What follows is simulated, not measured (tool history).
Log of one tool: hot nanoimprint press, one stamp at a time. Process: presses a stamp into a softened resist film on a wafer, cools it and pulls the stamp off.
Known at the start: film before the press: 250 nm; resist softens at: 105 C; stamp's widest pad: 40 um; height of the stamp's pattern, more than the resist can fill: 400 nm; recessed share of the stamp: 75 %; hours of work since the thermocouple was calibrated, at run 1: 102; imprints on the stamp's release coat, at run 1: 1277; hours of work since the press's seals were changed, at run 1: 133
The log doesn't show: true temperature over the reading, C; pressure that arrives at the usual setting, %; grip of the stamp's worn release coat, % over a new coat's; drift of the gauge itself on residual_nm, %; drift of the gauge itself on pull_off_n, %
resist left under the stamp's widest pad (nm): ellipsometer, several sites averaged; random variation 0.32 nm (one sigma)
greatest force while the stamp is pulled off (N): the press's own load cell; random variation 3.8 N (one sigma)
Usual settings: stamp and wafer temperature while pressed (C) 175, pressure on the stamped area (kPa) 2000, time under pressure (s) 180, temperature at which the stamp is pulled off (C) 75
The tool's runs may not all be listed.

run,hour,stamp and wafer temperature while pressed (C),pressure on the stamped area (kPa),time under pressure (s),temperature at which the stamp is pulled off (C),hours of work since the thermocouple was calibrated,imprints on the stamp's release coat,hours of work since the press's seals were changed,resist left under the stamp's widest pad (nm),greatest force while the stamp is pulled off (N)
1,0,175,2000,180,75,102,1277,133,106.7,241
2,13.2,175,2000,180,67,108,1312,140,107.3,293
3,26.3,175,2000,180,67,115,1347,146,106.6,294
4,42.9,175,2000,180,66,123,1392,155,106,292
5,53.8,175,2000,180,75,128,1421,160,105.9,243
6,67.6,175,2000,180,75,135,1458,167,106.3,241
7,81.6,175,2000,180,75,142,1496,174,106.5,245
8,89.4,175,2000,180,75,146,1516,177,106.6,244
9,100.9,175,2350,180,75,151,1547,183,97.3,246
10,108.2,175,2350,180,75,155,1567,187,97.8,253
11,119.2,175,2350,180,75,160,1596,192,97.6,247
12,135.9,175,2350,180,75,169,1641,200,97.5,247
13,145.9,175,2350,180,75,174,1668,205,97.6,256
14,153.4,175,2000,180,75,177,1688,209,106.2,247
15,168.8,175,2000,180,75,185,1729,217,106.5,247
16,181,175,2000,180,75,191,1762,223,106.7,241
17,193.5,175,2000,180,75,197,1796,229,106.2,251
18,202.1,175,2000,105,73,201,1819,233,127.3,262
19,211.3,170,2630,340,70,206,1843,238,85,289
20,226.1,179,1870,208,81,213,1883,245,92.5,211
21,233.3,175,1700,127,75,217,1903,249,128.7,257
22,244.7,175,2540,180,68,222,1933,254,92.9,291
23,252.1,179,1970,180,75,226,1953,258,95,253
24,266,178,2000,180,71,233,1990,265,96.2,282
25,272.9,178,2000,180,71,236,2009,268,96.5,290
26,285.8,185,2780,342,78,243,2043,275,51.5,236
27,298,185,2780,342,78,249,2076,281,51.4,239
28,313.6,185,2220,342,63,256,2118,288,58.3,341
# hour 327.3: stamp cleaned and given a new release coat
29,327.3,185,2220,163,76,260,0,292,77.3,207
30,336.9,176,1980,293,75,265,26,297,86.4,207
31,347,164,2380,140,75,270,53,302,145.1,214

3 ways to go on from here, each from the tool as it stands after run 31. What would each give?
A,356.1,180,2380,140,76,274,78,306,?,?
B,356.1,164,2380,233,75,274,78,306,?,?
C,356.1,175,2840,127,75,274,78,306,?,?

run,resist left under the stamp's widest pad (nm),greatest force while the stamp is pulled off (N)
A,90.4,199
B,124.9,208
C,98.9,208
Without the tool's hidden state the same runs would have given:
run,resist left under the stamp's widest pad (nm),greatest force while the stamp is pulled off (N)
A,91.3,201
B,126.5,209
C,99.8,209

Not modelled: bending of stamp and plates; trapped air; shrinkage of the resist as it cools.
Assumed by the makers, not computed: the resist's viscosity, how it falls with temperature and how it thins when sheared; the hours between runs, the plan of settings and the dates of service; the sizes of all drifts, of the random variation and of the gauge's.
